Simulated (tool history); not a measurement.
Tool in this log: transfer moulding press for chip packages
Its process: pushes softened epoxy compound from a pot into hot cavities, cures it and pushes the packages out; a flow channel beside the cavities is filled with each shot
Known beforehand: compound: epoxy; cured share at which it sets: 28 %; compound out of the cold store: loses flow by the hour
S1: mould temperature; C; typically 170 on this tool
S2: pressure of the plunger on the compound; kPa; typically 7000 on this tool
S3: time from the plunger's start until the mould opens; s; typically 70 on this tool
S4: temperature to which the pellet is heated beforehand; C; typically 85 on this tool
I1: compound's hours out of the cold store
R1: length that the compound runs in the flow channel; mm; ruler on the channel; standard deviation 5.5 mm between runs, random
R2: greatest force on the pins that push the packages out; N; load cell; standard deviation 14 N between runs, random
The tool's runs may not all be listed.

run	hour	S1	S2	S3	S4	I1	R1	R2
1	0.0	170	7000	70	85	37.8	769	661
2	8.2	170	7000	94	85	21.1	814	473
3	20.3	170	8420	70	85	46.7	814	664
4	31.9	170	8420	70	85	28.9	858	685
5	40.0	170	7000	50	85	14.6	829	1546
# hour 52.2: cavities cleaned with cleaning compound and waxed
6	52.3	170	7000	50	85	47.4	744	1413
7	64.0	170	7000	50	85	20.5	809	1566
8	76.6	170	7000	70	85	33.0	788	669
9	85.6	170	7000	70	85	37.3	766	670
10	93.7	170	7000	70	85	14.9	825	731
11	104.8	170	6020	70	85	47.4	699	662
# hour 109.3: cavities cleaned with cleaning compound and waxed
12	113.7	170	6020	70	85	25.9	737	704
13	121.1	171	5260	69	81	11.2	726	699
14	130.5	171	5260	69	81	17.8	713	678
15	136.5	166	7000	62	90	22.6	827	1228
16	147.5	166	7000	62	90	35.5	785	1211
17	155.5	175	5670	62	87	47.2	646	636
18	163.4	175	5670	62	87	34.3	683	633
# hour 166.2: cavities cleaned with cleaning compound and waxed
19	176.2	175	5670	62	87	19.3	723	634
20	189.5	175	5670	67	91	27.4	696	573
21	195.5	173	7000	70	85	43.8	727	567
22	204.2	163	7000	70	83	36.7	807	1186
23	211.4	163	7000	70	83	20.8	854	1250

Some steps in R2, run to run, broken into two amounts with sign: the step expected even without the hidden condition (settings, incoming material, random variation), and the rest, left for the hidden condition together with whatever gauge scatter is not in both the measured and the hidden-condition-free result:
The tool's hidden condition here consists of: true mould temperature over the reading, C; pressure that reaches the compound, % of what is set; grip of the stained cavities, % over clean ones'; drift of the gauge itself on flow_mm, %; drift of the gauge itself on push_out_n, %.
Run 4 -> 5: S2 8420 -> 7000, S3 70 -> 50. R2 +861 N: hidden state +14, all else +847.
Run 5 -> 6: cavities cleaned with cleaning compound and waxed. R2 -133 N: hidden state -22, all else -111.
Run 7 -> 8: S3 50 -> 70. R2 -897 N: hidden state -3, all else -894.
